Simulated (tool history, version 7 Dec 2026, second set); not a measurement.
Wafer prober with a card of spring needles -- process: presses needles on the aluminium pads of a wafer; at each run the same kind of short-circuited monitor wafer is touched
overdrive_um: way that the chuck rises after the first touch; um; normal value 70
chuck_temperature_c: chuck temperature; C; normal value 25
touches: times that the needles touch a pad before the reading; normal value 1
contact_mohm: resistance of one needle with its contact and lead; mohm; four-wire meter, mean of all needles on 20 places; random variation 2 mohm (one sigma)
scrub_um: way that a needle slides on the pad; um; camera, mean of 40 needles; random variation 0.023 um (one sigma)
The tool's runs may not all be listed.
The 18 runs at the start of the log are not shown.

At hour 432.1: tips cleaned on abrasive film.
At hour 449.5: tips cleaned on abrasive film.
Run 19, hour 458.7: usual settings but chuck_temperature_c 31 C, touches 3. Result: contact_mohm 217 mohm, scrub_um 9.81 um.
At hour 467.8: tips cleaned on abrasive film.
At hour 484.8: tips cleaned on abrasive film.
Run 20, hour 489.4: usual settings but chuck_temperature_c 31 C, touches 3. Result: contact_mohm 218 mohm, scrub_um 9.79 um.
At hour 502.5: tips cleaned on abrasive film.
Run 21, hour 509.4: usual settings but chuck_temperature_c 69 C, touches 2. Result: contact_mohm 226 mohm, scrub_um 9.76 um.
At hour 519.6: tips cleaned on abrasive film.
Run 22, hour 525: usual settings but chuck_temperature_c 69 C, touches 2. Result: contact_mohm 226 mohm, scrub_um 9.79 um.
At hour 537.6: tips cleaned on abrasive film.
Run 23, hour 538.6: usual settings but chuck_temperature_c 75 C. Result: contact_mohm 225 mohm, scrub_um 9.8 um.
At hour 555.9: tips cleaned on abrasive film.
Run 24, hour 566.4: usual settings but overdrive_um 85 um, chuck_temperature_c 101 C, touches 2. Result: contact_mohm 231 mohm, scrub_um 11.89 um.
At hour 573: tips cleaned on abrasive film.
At hour 591.1: tips cleaned on abrasive film.
Run 25, hour 591.1: usual settings but overdrive_um 55 um, chuck_temperature_c 44 C. Result: contact_mohm 223 mohm, scrub_um 7.68 um.
At hour 608.8: tips cleaned on abrasive film.
Run 26, hour 619.9: usual settings but overdrive_um 55 um, chuck_temperature_c 44 C. Result: contact_mohm 222 mohm, scrub_um 7.65 um.
At hour 627.3: tips cleaned on abrasive film.
Run 27, hour 635.1: usual settings but overdrive_um 55 um, chuck_temperature_c 44 C. Result: contact_mohm 223 mohm, scrub_um 7.65 um.
At hour 645.2: tips cleaned on abrasive film.
At hour 655.3: gauge calibrated.
Run 28, hour 658.4: usual settings but overdrive_um 81 um, chuck_temperature_c 49 C, touches 2. Result: contact_mohm 222 mohm, scrub_um 11.5 um.

What will run 29 give?
At hour 662.2: tips cleaned on abrasive film.
At hour 675.2: height of the first contact set anew.
At hour 680.3: tips cleaned on abrasive film.
Run 29, hour 685.1: usual settings but overdrive_um 81 um, chuck_temperature_c 49 C, touches 2. Result: contact_mohm ?, scrub_um ?.

{"run 29": {"contact_mohm": 217, "scrub_um": 11.5}}
Were there no unlogged condition in the tool, this run, its random variation unchanged, would have produced contact_mohm 217 mohm, scrub_um 11.51 um.
